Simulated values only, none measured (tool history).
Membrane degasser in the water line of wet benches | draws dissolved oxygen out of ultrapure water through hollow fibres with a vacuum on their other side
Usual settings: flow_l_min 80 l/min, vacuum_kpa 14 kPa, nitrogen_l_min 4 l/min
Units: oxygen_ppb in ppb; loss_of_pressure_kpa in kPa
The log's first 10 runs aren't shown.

run,hour,flow_l_min,vacuum_kpa,nitrogen_l_min,hours since the membrane was changed,hours since the vacuum gauge was calibrated,hours since the vacuum lines were made tight,oxygen_ppb,loss_of_pressure_kpa
11,301.7,80,14,4,999,42,6227,617.6,34.43
12,323.9,80,27.2,4,1022,64,6249,1094.2,34.86
13,348.9,80,27.2,4,1047,89,6274,1111.1,34.86
14,397.4,71,14,4,1095,138,6323,535.3,30.92
15,429.5,71,14,4,1127,170,6355,540.2,30.95
16,451.6,80,14,3.85,1149,192,6377,628.1,34.69
17,482,80,32.1,4,1180,222,6407,1261.1,34.96
18,504.2,80,32.1,4,1202,245,6430,1266.2,35.04
19,552.8,80,32.1,4,1251,293,6478,1262.7,34.79
20,594.3,80,19.4,4,1292,335,6520,817.5,34.63
21,617.6,80,19.4,4,1315,358,6543,834.3,34.71
22,654.7,80,16.7,9.09,1352,395,6580,449.3,34.95
23,688.6,80,16.7,9.09,1386,429,6614,456.8,35.23
24,729.2,80,16.7,9.09,1427,470,6655,444.5,34.92
25,755.1,60,26.4,1.96,1453,495,6681,1340.9,26.15
26,803.3,60,29.2,1.96,1501,544,6729,1494.5,26.42
27,845.8,80,19.5,3.8,1544,586,6771,849.1,35.07
28,879.6,89,8.7,3.8,1577,620,6805,497.7,38.84
29,910.9,89,8.7,4.73,1609,651,6836,464.2,39.1
30,960,73,11.3,1.74,1658,700,6885,768.9,31.58
31,1003.1,56,13.5,2.36,1701,744,6929,570.6,24.64
32,1031.9,65,13.5,9.49,1730,772,6957,275.5,28.44

3 ways to go on from here, each from the tool as it stands after run 32. What would each give?
A,1081.1,104,18.6,3.34,1779,821,7007,?,?
B,1081.1,65,9.2,11.56,1779,821,7007,?,?
C,1081.1,53,13.5,10.71,1779,821,7007,?,?

run,oxygen_ppb,loss_of_pressure_kpa
A,1171.2,45.29
B,180.2,28.38
C,176.4,23.14
Without the tool's hidden state the same runs would have given:
run,oxygen_ppb,loss_of_pressure_kpa
A,1170.9,45.28
B,180,28.37
C,176.3,23.14
